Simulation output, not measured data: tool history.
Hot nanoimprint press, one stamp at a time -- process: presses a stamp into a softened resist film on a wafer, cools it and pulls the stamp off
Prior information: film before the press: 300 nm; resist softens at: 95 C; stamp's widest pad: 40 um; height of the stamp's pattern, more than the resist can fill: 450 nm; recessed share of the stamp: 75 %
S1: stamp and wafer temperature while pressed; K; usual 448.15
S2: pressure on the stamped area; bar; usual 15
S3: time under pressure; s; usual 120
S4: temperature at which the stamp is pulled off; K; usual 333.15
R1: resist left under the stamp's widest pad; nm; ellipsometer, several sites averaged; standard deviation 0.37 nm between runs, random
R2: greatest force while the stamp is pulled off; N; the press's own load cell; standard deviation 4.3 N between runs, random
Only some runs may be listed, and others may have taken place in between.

| run | hour | S1 | S2 | S3 | S4 | R1 | R2 |
|---|---|---|---|---|---|---|---|
| 1 | 0 | 448.15 | 15 | 120 | 333.15 | 116.9 | 234 |
| 2 | 6.2 | 448.15 | 15 | 120 | 333.15 | 117.7 | 234 |
| 3 | 12.7 | 448.15 | 15 | 120 | 333.15 | 117.4 | 233 |
| 4 | 23.9 | 448.15 | 21.7 | 120 | 333.15 | 96.7 | 241 |
| 5 | 30 | 448.15 | 21.7 | 120 | 333.15 | 97.6 | 233 |
| 6 | 42 | 448.15 | 21.7 | 120 | 333.15 | 96.8 | 241 |
| 7 | 54.7 | 448.15 | 15 | 120 | 333.15 | 117 | 247 |
| 8 | 65.4 | 448.15 | 15 | 120 | 328.15 | 117.9 | 279 |
| 9 | 73.6 | 448.15 | 13.9 | 120 | 337.15 | 122.3 | 228 |
| 10 | 86.6 | 454.15 | 11.1 | 136 | 337.15 | 102 | 235 |
| 11 | 93.2 | 454.15 | 11.1 | 136 | 332.15 | 101.4 | 264 |
| 12 | 99.5 | 448.15 | 11.5 | 120 | 337.15 | 134.3 | 227 |
| 13 | 111.4 | 448.15 | 15.1 | 120 | 337.15 | 118.2 | 239 |
| 14 | 117.8 | 440.15 | 15 | 120 | 324.15 | 165.8 | 310 |
| 15 | 124.1 | 454.15 | 15 | 120 | 326.15 | 91.6 | 299 |
| 16 | 134.4 | 448.15 | 15 | 80 | 320.15 | 137.9 | 342 |

Branching from run 16: 3 alternative next runs. What would each branch give?
| A | 141.8 | 436.15 | 10 | 80 | 330.15 | ? | ? |
| B | 141.8 | 448.15 | 15 | 80 | 335.15 | ? | ? |
| C | 141.8 | 448.15 | 9.5 | 198 | 333.15 | ? | ? |

| run | R1 | R2 |
|---|---|---|
| A | 240.2 | 273 |
| B | 137.8 | 259 |
| C | 123.2 | 267 |
The same runs, with their run-to-run variation unchanged, on a tool lacking any hidden condition would have given:
| run | R1 | R2 |
|---|---|---|
| A | 236.5 | 217 |
| B | 134.2 | 206 |
| C | 119.8 | 213 |

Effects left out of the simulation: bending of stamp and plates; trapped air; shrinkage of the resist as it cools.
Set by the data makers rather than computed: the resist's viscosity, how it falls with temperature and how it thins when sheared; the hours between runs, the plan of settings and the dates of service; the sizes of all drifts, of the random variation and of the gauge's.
